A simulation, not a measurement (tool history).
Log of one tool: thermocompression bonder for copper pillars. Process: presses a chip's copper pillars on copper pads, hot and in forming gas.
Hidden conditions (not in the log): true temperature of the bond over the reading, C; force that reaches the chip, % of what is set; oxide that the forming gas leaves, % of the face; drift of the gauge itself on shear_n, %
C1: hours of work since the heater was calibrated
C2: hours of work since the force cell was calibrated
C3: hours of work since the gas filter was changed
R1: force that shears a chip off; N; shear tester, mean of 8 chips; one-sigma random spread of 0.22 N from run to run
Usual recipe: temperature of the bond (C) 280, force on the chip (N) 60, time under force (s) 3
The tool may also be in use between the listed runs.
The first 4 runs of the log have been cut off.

{"run": 5, "hour": 128.6, "temperature of the bond (C)": 280, "force on the chip (N)": 60, "time under force (s)": 3, "C1": 85, "C2": 596, "C3": 77, "R1": 49.3}
{"run": 6, "hour": 152.1, "temperature of the bond (C)": 280, "force on the chip (N)": 60, "time under force (s)": 4, "C1": 100, "C2": 611, "C3": 93, "R1": 54.5}
{"run": 7, "hour": 175.8, "temperature of the bond (C)": 280, "force on the chip (N)": 60, "time under force (s)": 4, "C1": 116, "C2": 627, "C3": 109, "R1": 54.3}
{"run": 8, "hour": 220.5, "temperature of the bond (C)": 280, "force on the chip (N)": 60, "time under force (s)": 4, "C1": 145, "C2": 656, "C3": 138, "R1": 54.8}
{"run": 9, "hour": 241.3, "temperature of the bond (C)": 280, "force on the chip (N)": 60, "time under force (s)": 4, "C1": 159, "C2": 670, "C3": 152, "R1": 54}
{"run": 10, "hour": 284.5, "temperature of the bond (C)": 280, "force on the chip (N)": 60, "time under force (s)": 4, "C1": 187, "C2": 698, "C3": 180, "R1": 54.6}
{"run": 11, "hour": 321.1, "temperature of the bond (C)": 280, "force on the chip (N)": 61, "time under force (s)": 3, "C1": 211, "C2": 723, "C3": 204, "R1": 49.7}
{"run": 12, "hour": 353.8, "temperature of the bond (C)": 272, "force on the chip (N)": 60, "time under force (s)": 3, "C1": 233, "C2": 744, "C3": 226, "R1": 45.8}
{"run": 13, "hour": 373.1, "temperature of the bond (C)": 272, "force on the chip (N)": 60, "time under force (s)": 3, "C1": 246, "C2": 757, "C3": 239, "R1": 45.7}
{"run": 14, "hour": 393.6, "temperature of the bond (C)": 272, "force on the chip (N)": 60, "time under force (s)": 3, "C1": 259, "C2": 770, "C3": 252, "R1": 45.9}
{"run": 15, "hour": 416.6, "temperature of the bond (C)": 272, "force on the chip (N)": 60, "time under force (s)": 3, "C1": 274, "C2": 786, "C3": 267, "R1": 45.6}
{"run": 16, "hour": 440.6, "temperature of the bond (C)": 272, "force on the chip (N)": 60, "time under force (s)": 3, "C1": 290, "C2": 801, "C3": 283, "R1": 45.6}
{"run": 17, "hour": 481.4, "temperature of the bond (C)": 272, "force on the chip (N)": 60, "time under force (s)": 3, "C1": 317, "C2": 828, "C3": 310, "R1": 45.4}
{"run": 18, "hour": 501.0, "temperature of the bond (C)": 272, "force on the chip (N)": 60, "time under force (s)": 3, "C1": 330, "C2": 841, "C3": 323, "R1": 45.7}
{"run": 19, "hour": 529.9, "temperature of the bond (C)": 272, "force on the chip (N)": 60, "time under force (s)": 3, "C1": 349, "C2": 860, "C3": 342, "R1": 45.4}
{"run": 20, "hour": 567.8, "temperature of the bond (C)": 272, "force on the chip (N)": 60, "time under force (s)": 3, "C1": 374, "C2": 885, "C3": 367, "R1": 45.3}
{"hour": 571.6, "done": "forming gas filter changed"}
{"hour": 595.8, "done": "force cell calibrated"}
{"run": 21, "hour": 603.7, "temperature of the bond (C)": 280, "force on the chip (N)": 60, "time under force (s)": 2, "C1": 397, "C2": 5, "C3": 20, "R1": 45.8}
{"run": 22, "hour": 635.5, "temperature of the bond (C)": 286, "force on the chip (N)": 60, "time under force (s)": 2, "C1": 418, "C2": 26, "C3": 41, "R1": 48.5}
{"run": 23, "hour": 675.5, "temperature of the bond (C)": 280, "force on the chip (N)": 60, "time under force (s)": 2, "C1": 444, "C2": 53, "C3": 68, "R1": 46.4}
{"run": 24, "hour": 718.4, "temperature of the bond (C)": 280, "force on the chip (N)": 66, "time under force (s)": 2, "C1": 472, "C2": 81, "C3": 96, "R1": 49.1}
{"run": 25, "hour": 752.6, "temperature of the bond (C)": 280, "force on the chip (N)": 66, "time under force (s)": 2, "C1": 495, "C2": 103, "C3": 118, "R1": 48.9}

Run 26 has not been measured yet. What should we expect?
{"run": 26, "hour": 784.8, "temperature of the bond (C)": 280, "force on the chip (N)": 66, "time under force (s)": 2, "C1": 516, "C2": 125, "C3": 140, "R1": "?"}

R1: 49.2 N
Without the tool's hidden state the same run would have given R1 47.2 N.
